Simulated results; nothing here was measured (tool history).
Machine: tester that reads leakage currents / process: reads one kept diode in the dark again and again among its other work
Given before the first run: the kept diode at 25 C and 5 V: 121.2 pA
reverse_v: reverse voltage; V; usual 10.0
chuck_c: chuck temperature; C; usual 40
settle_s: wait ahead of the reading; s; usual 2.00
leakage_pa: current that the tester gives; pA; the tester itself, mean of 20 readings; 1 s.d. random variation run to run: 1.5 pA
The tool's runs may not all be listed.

run   hour  reverse_v  chuck_c  settle_s  leakage_pa
  1    0.0       10.0       40      2.00      493.42
  2   24.6       10.0       40      2.00      497.83
  3   56.4       10.0       40      2.00      495.88
  4   85.2       10.0       40      2.00      499.56
  5  107.3       10.0       40      2.00      500.04
  6  128.7       10.0       40      1.66      497.97
  7  157.7       10.0       40      0.42      503.71
  8  173.0       10.0       40      0.42      503.97
  9  203.9       10.0       40      2.00      500.75
 10  222.5       10.0       40      2.00      503.12
 11  252.0       10.0       40      2.18      499.86
 12  271.5       10.0       40      2.18      503.61
 13  305.2       10.0       40      2.18      503.94
 14  326.3       10.0       47      2.00      802.69
 15  360.8       12.9       47      2.00      899.59
 16  383.5       12.9       47      2.00      901.60
 17  410.7       12.9       47      2.00      904.58
 18  426.0        4.8       20      4.39       84.07
 19  454.3        2.4       40      5.13      261.48
 20  473.6       10.0       40      4.18      506.28
 21  508.7        2.6       35      4.18      193.12
 22  538.2        2.6       21      4.18       68.95
 23  559.5       11.3       58      1.68     1707.01
 24  586.9       11.3       58      1.57     1715.12
 25  602.3        2.0       32      0.48      139.82
 26  628.0       11.8       46      8.45      819.11
 27  662.6        5.2       46      8.45      562.58
 28  686.4        5.2       46      8.45      565.33
 29  713.5        2.6       24      0.56       87.79
 30  732.4       10.0       32      1.75      292.79
 31  755.9       16.4       40      2.00      638.23
 32  772.3        1.6       21      2.00       55.92
 33  794.9        1.6       21      2.00       55.95
 34  824.0        1.6       21      2.00       56.16

3 ways to go on from here, each from the tool as it stands after run 34. What would each give?
  A  855.2       17.5       47      1.90           ?
  B  855.2       10.0       40      1.64           ?
  C  855.2        4.1       37      2.00           ?

run  leakage_pa
  A     1056.30
  B      512.74
  C      276.97
What these runs would have given with no unlogged condition in the tool:
run  leakage_pa
  A     1014.60
  B      491.36
  C      265.30

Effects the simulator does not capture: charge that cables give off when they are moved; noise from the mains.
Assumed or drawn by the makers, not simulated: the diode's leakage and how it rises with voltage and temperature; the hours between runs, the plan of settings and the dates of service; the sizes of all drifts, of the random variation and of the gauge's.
